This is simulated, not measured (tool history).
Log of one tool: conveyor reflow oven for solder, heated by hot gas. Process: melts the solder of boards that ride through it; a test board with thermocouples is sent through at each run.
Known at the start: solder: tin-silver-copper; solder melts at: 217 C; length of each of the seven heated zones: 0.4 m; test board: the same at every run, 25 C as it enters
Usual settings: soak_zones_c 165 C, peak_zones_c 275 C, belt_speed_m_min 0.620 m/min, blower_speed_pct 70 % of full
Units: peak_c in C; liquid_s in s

run,hour,soak_zones_c,peak_zones_c,belt_speed_m_min,blower_speed_pct,peak_c,liquid_s
1,0.0,165,275,0.620,70,250.8,51.9
2,5.7,165,275,0.620,70,250.6,52.0
3,9.9,165,275,0.620,70,250.8,52.0
4,14.4,179,275,0.620,70,254.3,59.1
5,19.3,179,275,0.620,70,254.0,58.9
6,29.1,165,275,0.620,55,245.2,46.2
7,36.1,165,275,0.620,70,250.9,51.7
8,45.9,165,275,0.620,70,250.6,52.0
9,55.6,165,275,0.620,70,250.9,52.2
10,64.0,165,275,0.620,70,250.8,52.4
# hour 69.6: flux residue cleaned out of gas plates and filters
11,76.6,165,275,0.620,70,250.4,51.7
12,80.7,159,275,0.620,70,249.0,49.1
13,90.6,165,275,0.620,70,250.8,51.6
14,95.4,165,275,0.620,70,250.7,51.9
15,103.7,165,275,0.620,70,250.8,51.4
# hour 111.8: flux residue cleaned out of gas plates and filters, once more
16,118.7,176,265,0.620,70,244.9,51.3
17,124.9,176,265,0.620,70,245.1,50.9
18,130.9,176,265,0.620,70,245.4,51.0
19,136.2,165,287,0.620,72,261.4,59.5
20,141.3,165,275,0.543,65,254.6,63.9
21,147.9,165,277,0.632,70,251.6,51.9
22,156.1,173,281,0.619,77,259.7,61.6
23,165.7,173,281,0.619,55,252.4,54.4
24,173.7,165,276,0.620,82,254.7,55.8
25,179.9,165,276,0.620,82,254.7,55.5
26,186.8,165,276,0.620,82,254.5,56.3
27,194.1,163,276,0.670,82,251.1,47.5
28,198.4,163,276,0.670,82,251.0,47.9
29,202.6,160,276,0.670,82,250.8,46.9
30,210.8,160,276,0.670,82,250.0,46.8

The same runs without the tool's hidden state, with the same run-to-run variation:
The hidden state here: heat that the gas passes to the board, % of a clean oven's; belt's true speed, % of the reading; true gas temperature in zones 6 and 7 over the reading, C; drift of the gauge itself on peak_c, C; drift of the gauge itself on liquid_s, %.
run,peak_c,liquid_s
1,250.1,51.4
2,250.0,51.4
3,250.2,51.4
4,253.7,58.6
5,253.4,58.4
6,244.6,45.5
7,250.3,51.1
8,250.1,51.4
9,250.3,51.7
10,250.2,51.8
11,249.8,51.2
12,248.5,48.6
13,250.3,51.1
14,250.2,51.4
15,250.3,50.9
16,244.4,50.7
17,244.5,50.3
18,244.9,50.4
19,260.9,59.0
20,254.0,63.2
21,251.1,51.4
22,259.1,61.1
23,251.9,53.8
24,254.2,55.3
25,254.2,55.0
26,254.1,55.8
27,250.7,47.1
28,250.6,47.5
29,250.4,46.5
30,249.6,46.4

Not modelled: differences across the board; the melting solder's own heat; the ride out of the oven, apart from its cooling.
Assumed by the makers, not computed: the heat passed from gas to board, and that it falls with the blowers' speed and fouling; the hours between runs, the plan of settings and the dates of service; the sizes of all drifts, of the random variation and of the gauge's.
